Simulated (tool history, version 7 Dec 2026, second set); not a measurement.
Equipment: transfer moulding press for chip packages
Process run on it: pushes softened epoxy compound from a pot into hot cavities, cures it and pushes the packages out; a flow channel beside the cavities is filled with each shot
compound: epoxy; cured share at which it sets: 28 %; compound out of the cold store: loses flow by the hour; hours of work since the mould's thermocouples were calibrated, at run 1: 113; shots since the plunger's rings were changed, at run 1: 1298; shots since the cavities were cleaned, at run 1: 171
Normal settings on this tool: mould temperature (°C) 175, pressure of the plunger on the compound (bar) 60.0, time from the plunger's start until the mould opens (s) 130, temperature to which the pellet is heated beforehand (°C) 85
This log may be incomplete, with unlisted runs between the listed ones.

run,hour,mould temperature (°C),pressure of the plunger on the compound (bar),time from the plunger's start until the mould opens (s),temperature to which the pellet is heated beforehand (°C),hours of work since the mould's thermocouples were calibrated,shots since the plunger's rings were changed,shots since the cavities were cleaned,incoming compound's hours out of the cold store,length that the compound runs in the flow channel (mm),greatest force on the pins that push the packages out (N)
1,0.0,175,60.0,130,85,113,1298,171,45.5,869,311
2,10.5,175,60.0,130,85,117,1370,243,23.7,978,334
3,23.7,175,60.0,158,85,123,1460,333,19.7,1005,325
4,31.8,175,60.0,158,85,127,1515,388,40.5,889,342
5,39.1,175,60.0,158,85,130,1565,438,21.9,983,332
6,45.6,175,60.0,158,85,133,1609,482,18.3,999,348
7,53.5,175,60.0,130,85,136,1663,536,29.3,945,387
8,60.9,175,60.0,130,85,140,1714,587,42.5,880,383
# hour 63.6: cavities cleaned with cleaning compound and waxed
9,73.5,175,60.0,130,85,145,1790,68,36.2,910,265
10,88.5,175,60.0,143,85,151,1893,171,14.4,1018,290
11,96.3,172,60.0,156,85,155,1946,224,35.4,922,315
12,107.2,172,60.0,156,85,160,2020,298,31.9,936,334
13,114.8,170,52.1,120,75,163,2072,350,28.6,900,484
14,128.6,177,55.3,123,82,169,2166,444,40.4,847,376
15,140.3,177,55.3,123,82,175,2247,525,38.1,858,382
# hour 152.7: cavities cleaned with cleaning compound and waxed
16,153.8,177,55.3,123,82,180,2328,7,24.9,914,230
17,163.6,170,68.8,130,81,184,2395,74,23.1,1061,314

For some of the steps in length that the compound runs in the flow channel (mm) from one run to the next: how much would appear even if the tool had no hidden state, given the settings, what came in and random variation, and how much remains for the hidden state plus any gauge scatter that the measured result and the result without hidden state don't share?
Hidden state present: true mould temperature over the reading, C; pressure that reaches the compound, % of what is set; grip of the stained cavities, % over clean ones'; drift of the gauge itself on flow_mm, %; drift of the gauge itself on push_out_n, %.
Run 9 -> 10: time from the plunger's start until the mould opens (s) 130 -> 143. length that the compound runs in the flow channel (mm) +108: hidden state -4, all else +112.
Run 16 -> 17: mould temperature (°C) 177 -> 170, pressure of the plunger on the compound (bar) 55.3 -> 68.8, time from the plunger's start until the mould opens (s) 123 -> 130, temperature to which the pellet is heated beforehand (°C) 82 -> 81. length that the compound runs in the flow channel (mm) +147: hidden state -4, all else +151.

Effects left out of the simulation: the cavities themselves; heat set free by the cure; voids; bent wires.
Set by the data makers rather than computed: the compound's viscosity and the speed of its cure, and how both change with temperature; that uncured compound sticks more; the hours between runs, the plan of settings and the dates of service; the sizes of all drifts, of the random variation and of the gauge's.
